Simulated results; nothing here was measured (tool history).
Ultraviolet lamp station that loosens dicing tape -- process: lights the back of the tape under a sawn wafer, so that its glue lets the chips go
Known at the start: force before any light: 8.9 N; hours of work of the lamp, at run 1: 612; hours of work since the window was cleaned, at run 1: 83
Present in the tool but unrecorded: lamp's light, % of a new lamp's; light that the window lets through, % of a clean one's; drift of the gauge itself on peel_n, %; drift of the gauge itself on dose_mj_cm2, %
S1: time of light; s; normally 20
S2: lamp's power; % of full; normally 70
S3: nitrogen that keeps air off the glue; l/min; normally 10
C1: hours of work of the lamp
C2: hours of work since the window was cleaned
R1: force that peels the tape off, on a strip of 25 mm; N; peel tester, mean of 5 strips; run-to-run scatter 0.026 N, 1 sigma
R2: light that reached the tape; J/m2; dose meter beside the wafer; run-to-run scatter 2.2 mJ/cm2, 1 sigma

| run | hour | S1 | S2 | S3 | C1 | C2 | R1 | R2 |
|---|---|---|---|---|---|---|---|---|
| 1 | 0 | 20 | 70 | 10 | 612 | 83 | 1.807 | 1450 |
| 2 | 33.2 | 20 | 70 | 10 | 631 | 102 | 1.936 | 1470 |
| 3 | 64.4 | 20 | 70 | 10 | 649 | 119 | 1.916 | 1440 |
| 4 | 99.2 | 20 | 70 | 10 | 668 | 139 | 1.991 | 1420 |
| 5 | 123.7 | 20 | 70 | 10 | 682 | 153 | 1.967 | 1410 |
| 6 | 142.6 | 20 | 70 | 10 | 693 | 164 | 2.056 | 1390 |
| 7 | 162.9 | 20 | 70 | 14 | 705 | 176 | 1.824 | 1380 |
| 8 | 182.4 | 20 | 70 | 10 | 716 | 187 | 2.121 | 1360 |
| 9 | 200 | 20 | 70 | 10 | 726 | 197 | 2.157 | 1350 |
| 10 | 234.8 | 20 | 61 | 10 | 746 | 217 | 2.619 | 1170 |
| 11 | 256.3 | 20 | 61 | 10 | 758 | 229 | 2.623 | 1160 |
| 12 | 279.9 | 20 | 70 | 10 | 772 | 242 | 2.206 | 1320 |
| 13 | 314.2 | 20 | 70 | 10 | 791 | 262 | 2.244 | 1280 |
| 14 | 350.7 | 20 | 70 | 10 | 812 | 283 | 2.366 | 1270 |
|  | 353.5 | window cleaned of glue's vapour |
| 15 | 382.8 | 20 | 70 | 10 | 830 | 17 | 1.961 | 1380 |
| 16 | 415.2 | 39 | 83 | 12 | 849 | 35 | 0.286 | 3170 |
| 17 | 453.7 | 27 | 80 | 7 | 871 | 57 | 1.166 | 2100 |
| 18 | 486.5 | 19 | 61 | 7 | 889 | 76 | 2.927 | 1130 |
| 19 | 505.4 | 15 | 78 | 10 | 900 | 87 | 2.608 | 1120 |
| 20 | 537.6 | 20 | 71 | 10 | 919 | 105 | 2.175 | 1340 |
| 21 | 573.7 | 35 | 67 | 5 | 939 | 126 | 1.342 | 2160 |
| 22 | 610.5 | 35 | 67 | 5 | 960 | 147 | 1.378 | 2140 |
| 23 | 629.9 | 35 | 67 | 5 | 971 | 158 | 1.411 | 2090 |
| 24 | 664.9 | 35 | 67 | 5 | 991 | 178 | 1.449 | 2070 |
| 25 | 691.8 | 23 | 71 | 10 | 1007 | 193 | 1.964 | 1440 |
| 26 | 709.9 | 11 | 70 | 4 | 1017 | 204 | 5.222 | 670 |
| 27 | 741.5 | 11 | 70 | 7 | 1035 | 222 | 4.66 | 640 |
| 28 | 759.8 | 11 | 91 | 14 | 1045 | 232 | 3.265 | 870 |
| 29 | 777.7 | 12 | 91 | 3 | 1056 | 242 | 4.461 | 890 |
| 30 | 816 | 14 | 91 | 3 | 1078 | 264 | 3.981 | 1050 |

Measured result minus the same run's result without the hidden state. Both carry the same run-to-run variation, though not necessarily the same gauge scatter:
| run | R1 | R2 |
|---|---|---|
| 1 | +0.572 | -370 |
| 2 | +0.637 | -390 |
| 3 | +0.653 | -400 |
| 4 | +0.709 | -420 |
| 5 | +0.72 | -430 |
| 6 | +0.766 | -450 |
| 7 | +0.737 | -450 |
| 8 | +0.822 | -470 |
| 9 | +0.852 | -470 |
| 10 | +0.964 | -430 |
| 11 | +0.986 | -450 |
| 12 | +0.933 | -520 |
| 13 | +0.976 | -540 |
| 14 | +1.06 | -560 |
| 15 | +0.716 | -440 |
| 16 | +0.16 | -1030 |
| 17 | +0.561 | -720 |
| 18 | +0.941 | -410 |
| 19 | +0.933 | -410 |
| 20 | +0.923 | -520 |
| 21 | +0.71 | -900 |
| 22 | +0.748 | -940 |
| 23 | +0.773 | -950 |
| 24 | +0.817 | -1000 |
| 25 | +1.023 | -710 |
| 26 | +1.263 | -330 |
| 27 | +1.338 | -340 |
| 28 | +1.347 | -460 |
| 29 | +1.405 | -510 |
| 30 | +1.451 | -610 |
